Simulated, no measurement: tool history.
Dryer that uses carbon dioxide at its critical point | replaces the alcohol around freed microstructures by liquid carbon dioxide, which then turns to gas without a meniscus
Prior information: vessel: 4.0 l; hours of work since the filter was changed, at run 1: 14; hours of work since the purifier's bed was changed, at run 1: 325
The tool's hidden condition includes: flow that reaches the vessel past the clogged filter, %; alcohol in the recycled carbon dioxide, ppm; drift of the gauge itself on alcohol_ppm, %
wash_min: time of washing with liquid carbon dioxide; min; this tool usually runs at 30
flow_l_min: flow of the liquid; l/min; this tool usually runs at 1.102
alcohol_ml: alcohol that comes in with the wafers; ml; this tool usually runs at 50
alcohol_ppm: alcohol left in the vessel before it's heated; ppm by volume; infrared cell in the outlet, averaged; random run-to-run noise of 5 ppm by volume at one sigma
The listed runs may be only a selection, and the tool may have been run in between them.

run    hour  wash_min  flow_l_min  alcohol_ml  hours of work since the filter was changed  hours of work since the purifier's bed was changed  alcohol_ppm
  1       0        30       1.102          50                                          14                                                 325           45
  2    23.3        30       1.102          50                                          28                                                 339           31
  3    60.9        30       1.102          50                                          50                                                 361           32
  4   100.5        30       1.102          50                                          74                                                 385           43
  5   141.1        30       1.102          50                                          99                                                 409           39
  6   164.4        30       1.102          50                                         113                                                 423           41
  7   195.8        30       1.102          50                                         131                                                 442           41
  8     236        30       1.102          50                                         156                                                 466           42
  9   271.6        30       1.102         112                                         177                                                 488           76
 10   289.4        22       1.102          50                                         188                                                 498          157
 11   320.2        22       1.102          50                                         206                                                 517          144
 12     360        22       1.102          50                                         230                                                 541          167
 13   379.8        22       1.102          50                                         242                                                 553          148
 14   419.9        22       1.102          50                                         266                                                 577          160
 15   461.3        22       1.102          50                                         291                                                 602          171
 16   496.2        22       1.102          50                                         312                                                 623          167
 17   520.4        22       1.102          50                                         326                                                 637          182
 18   556.2        39       1.102          50                                         348                                                 659           42
      565.4  -- inlet filter changed
 19   579.8        39       1.102          50                                           9                                                 672           41
 20   609.3        39       1.102          50                                          26                                                 690           40
 21   631.2        30        0.67          50                                          40                                                 703          259
 22   670.8        30        0.67          50                                          63                                                 727          258
 23     694        30        0.67          50                                          77                                                 741          278
 24   721.4        21        0.67          50                                          94                                                 757          803
 25   746.4        21        0.67          50                                         109                                                 772          814
 26   781.1        21        0.67          50                                         129                                                 793          864
 27   807.1        44        0.92         107                                         145                                                 809           55
 28   834.5        44        0.92         107                                         162                                                 825           60
 29   864.5        44       1.102          30                                         180                                                 843           42
 30   882.8        25       1.102          43                                         191                                                 854           89
 31   920.4        42        1.29          50                                         213                                                 877           54
 32   955.4        19        1.23          34                                         234                                                 898          149
 33     973        19        1.23          34                                         245                                                 908          143
 34  1015.7        36        0.82          72                                         270                                                 934          137
 35  1053.9        36        0.82          72                                         293                                                 957          126
 36  1084.1        33           1          27                                         311                                                 975           61
 37  1112.9        33           1          27                                         329                                                 992           80
 38  1144.6        33           1          27                                         348                                                1011           72
     1153.1  -- inlet filter changed
 39  1168.3        33           1          27                                           9                                                1025           66
 40  1193.6        33           1          27                                          24                                                1040           65
 41  1214.9        33           1          27                                          37                                                1053           65
 42  1238.7        30       1.102          47                                          51                                                1067           72
 43  1279.9        27       1.102          47                                          76                                                1092           80
 44  1320.3        27        0.69          60                                         100                                                1116          427
 45  1344.3        27        1.45          60                                         115                                                1130           71
 46  1369.9        44        1.45          23                                         130                                                1146           59
     1405.9  -- purifier's bed changed
 47  1405.9        28        1.45          77                                         150                                                   0           10
 48  1448.8        28        1.45          77                                         176                                                  26           16

3 ways to go on from here, each from the tool as it stands after run 48. What would each give?
  A  1488.7        31       1.102          32                                         200                                                  50            ?
  B  1488.7        44       1.102          50                                         200                                                  50            ?
  C  1488.7        28        1.06          77                                         200                                                  50            ?

run  alcohol_ppm
  A           16
  B           19
  C           75
Without the tool's unlogged condition, the same runs would have read:
run  alcohol_ppm
  A            9
  B           16
  C           50
